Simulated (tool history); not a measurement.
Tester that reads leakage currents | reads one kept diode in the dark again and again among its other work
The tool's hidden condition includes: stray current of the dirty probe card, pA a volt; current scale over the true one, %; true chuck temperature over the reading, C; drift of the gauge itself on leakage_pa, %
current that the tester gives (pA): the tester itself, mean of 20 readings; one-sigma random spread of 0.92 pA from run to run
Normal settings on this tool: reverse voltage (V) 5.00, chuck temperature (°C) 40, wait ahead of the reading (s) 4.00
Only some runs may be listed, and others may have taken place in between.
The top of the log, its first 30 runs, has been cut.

run	hour	reverse voltage (V)	chuck temperature (°C)	wait ahead of the reading (s)	hours of work since the probe card was cleaned	hours of work since the tester was calibrated	hours of work since the chuck was calibrated	current that the tester gives (pA)
31	4336.1	4.76	40	5.78	1466	4269	517	309.57
32	4525.7	4.76	40	5.78	1603	4406	655	311.56
33	4630.7	6.18	40	0.90	1679	4483	731	340.20
34	4811.6	6.18	40	0.90	1810	4614	862	341.98
35	4906.4	3.78	40	2.06	1879	4683	931	294.27
# hour 5008.5: probe card cleaned and baked
36	5008.5	3.78	40	6.06	0	4754	1003	294.90
37	5104.6	3.78	40	6.06	70	4824	1073	293.83
38	5292.3	5.00	56	4.00	206	4960	1209	1113.36
39	5463.9	5.00	56	4.00	330	5085	1333	1120.94

Below are 5 alternative next runs, each starting from the tool's condition after run 39. Predict each:
A	5554.8	5.00	29	4.00	396	5151	1399	?
B	5554.8	4.30	35	4.65	396	5151	1399	?
C	5554.8	5.00	56	4.00	396	5151	1399	?
D	5554.8	4.15	43	0.31	396	5151	1399	?
E	5554.8	9.87	32	3.78	396	5151	1399	?

run	current that the tester gives (pA)
A	129.45
B	205.57
C	1121.35
D	394.80
E	206.76
With the hidden condition removed and each run's random variation left untouched, the same runs would have given:
run	current that the tester gives (pA)
A	120.29
B	191.68
C	1054.24
D	369.58
E	192.26
